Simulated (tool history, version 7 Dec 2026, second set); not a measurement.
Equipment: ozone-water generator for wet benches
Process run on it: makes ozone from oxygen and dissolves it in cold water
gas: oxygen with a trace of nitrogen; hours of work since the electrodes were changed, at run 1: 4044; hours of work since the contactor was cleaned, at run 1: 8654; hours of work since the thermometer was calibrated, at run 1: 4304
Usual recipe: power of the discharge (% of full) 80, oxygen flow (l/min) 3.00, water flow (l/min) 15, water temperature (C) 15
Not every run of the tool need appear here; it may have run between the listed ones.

run,hour,power of the discharge (% of full),oxygen flow (l/min),water flow (l/min),water temperature (C),hours of work since the electrodes were changed,hours of work since the contactor was cleaned,hours of work since the thermometer was calibrated,dissolved ozone (ppm),ozone in the gas ahead of the water (g/m3)
1,0.0,80,3.00,15,15,4044,8654,4304,16.3,155.1
2,73.6,80,3.00,15,15,4116,8726,4377,16.5,153.4
3,185.8,80,3.00,15,15,4226,8836,4487,16.3,153.4
4,246.0,80,3.00,15,15,4285,8895,4546,16.5,152.1
5,314.8,80,3.00,15,15,4353,8963,4613,16.5,154.1
6,360.3,86,3.00,15,15,4397,9007,4658,17.2,160.1
7,414.6,80,3.00,20,15,4451,9061,4711,13.0,153.5
8,480.9,80,3.00,20,15,4516,9126,4776,12.8,152.7
# hour 497.6: water thermometer calibrated
9,546.9,80,2.83,15,15,4580,9190,48,16.6,159.0
10,607.7,56,3.00,15,15,4640,9250,108,13.3,123.8
11,659.1,56,3.00,15,15,4690,9300,158,13.5,124.6
12,705.3,80,3.00,15,15,4735,9345,204,16.3,153.1
13,793.7,80,3.00,15,15,4822,9432,290,16.5,153.1
14,885.2,80,3.00,15,15,4912,9522,380,16.7,153.8
15,993.5,80,3.00,15,15,5018,9628,486,16.4,153.6
16,1080.7,80,3.00,15,15,5103,9713,572,16.3,154.5
17,1177.7,80,3.00,15,17,5198,9808,667,16.2,153.9
18,1225.6,80,3.00,15,17,5245,9855,714,16.1,153.8
19,1310.9,90,3.35,24,19,5329,9939,797,11.8,155.5
20,1392.1,50,3.35,24,19,5409,10019,877,8.3,110.0
21,1448.3,50,2.22,24,14,5464,10074,932,7.8,137.8
22,1500.2,51,2.02,13,15,5515,10125,983,13.7,148.1
# hour 1566.1: contactor cleaned
23,1594.5,45,4.32,12,10,5603,28,1071,14.9,89.5
24,1666.7,45,4.32,12,10,5674,99,1142,14.7,88.2
25,1732.5,80,4.80,9,15,5738,163,1207,22.6,116.5
26,1781.1,55,4.24,12,15,5786,211,1254,15.6,100.9
27,1839.5,61,3.32,15,20,5843,268,1312,13.1,124.5
28,1906.5,44,4.09,13,12,5909,334,1377,13.4,90.4
29,2018.6,49,3.34,13,14,6019,444,1487,13.9,108.0
30,2082.6,49,3.34,13,14,6082,506,1550,13.8,107.7
31,2140.8,49,3.34,13,14,6139,563,1607,13.9,108.3
32,2216.4,79,5.12,11,7,6213,638,1681,22.7,113.3

Across each entry between runs, compare the hidden state at the last listed run before it with the hidden state at the first listed run after it:
Run 8 -> run 9: water thermometer calibrated (hour 497.6)
  the hidden state is the same at both runs
Run 22 -> run 23: contactor cleaned (hour 1566.1)
  contactor's efficiency, % of a clean one's: 99.9 -> 100
